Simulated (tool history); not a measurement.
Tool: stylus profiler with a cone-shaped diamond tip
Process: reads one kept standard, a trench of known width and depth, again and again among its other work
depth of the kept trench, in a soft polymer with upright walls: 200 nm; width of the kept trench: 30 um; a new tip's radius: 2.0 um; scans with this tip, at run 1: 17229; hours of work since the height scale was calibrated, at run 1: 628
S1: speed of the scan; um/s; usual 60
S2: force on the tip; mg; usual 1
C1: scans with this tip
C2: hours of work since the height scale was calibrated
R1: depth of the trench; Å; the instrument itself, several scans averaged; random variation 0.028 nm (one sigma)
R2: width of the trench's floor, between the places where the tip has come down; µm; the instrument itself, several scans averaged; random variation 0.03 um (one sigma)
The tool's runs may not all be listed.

run 1 hour=0 | S1=60 S2=1 | C1=17229 C2=628 | R1=2019.3 R2=26.76
run 2 hour=58.8 | S1=60 S2=2.25 | C1=17572 C2=662 | R1=2031.4 R2=26.85
run 3 hour=117.5 | S1=60 S2=2.25 | C1=17916 C2=696 | R1=2031.6 R2=26.84
run 4 hour=186.7 | S1=127 S2=1 | C1=18321 C2=736 | R1=2019.4 R2=26.08
run 5 hour=266.5 | S1=32 S2=1 | C1=18788 C2=782 | R1=2019.5 R2=26.87
run 6 hour=341.7 | S1=32 S2=1 | C1=19227 C2=826 | R1=2019.8 R2=26.88
run 7 hour=400.2 | S1=32 S2=1 | C1=19569 C2=860 | R1=2019.4 R2=26.83
run 8 hour=444.6 | S1=52 S2=1 | C1=19829 C2=885 | R1=2019.6 R2=26.62
run 9 hour=516.3 | S1=65 S2=2.67 | C1=20249 C2=927 | R1=2036 R2=26.78
run 10 hour=595.5 | S1=110 S2=1.36 | C1=20712 C2=973 | R1=2023.6 R2=26.23
run 11 hour=662.8 | S1=215 S2=2.05 | C1=21106 C2=1012 | R1=2030.3 R2=25.8
-- hour=667.1 height scale calibrated on a step standard
run 12 hour=746.7 | S1=74 S2=1.38 | C1=21594 C2=46 | R1=2025.5 R2=26.46
run 13 hour=798 | S1=74 S2=1.38 | C1=21894 C2=76 | R1=2025.8 R2=26.42
run 14 hour=845.6 | S1=74 S2=1.38 | C1=22173 C2=103 | R1=2025.7 R2=26.48
run 15 hour=932.6 | S1=64 S2=0.63 | C1=22681 C2=154 | R1=2016.7 R2=26.29
run 16 hour=972.2 | S1=64 S2=0.63 | C1=22913 C2=177 | R1=2016.8 R2=26.33

Hidden state at the last listed run before each entry between runs and at the first one after, where it differs:
Between runs 11 and 12: height scale calibrated on a step standard (hour 667.1)
  radius of the tip, um: 5.62 -> 5.71; height scale over the true one, %: 0.137 -> 0.203
  measured less the result without the state, R1: +2.7 -> +4.1 Å; R2: -1.22 -> -1.25 µm
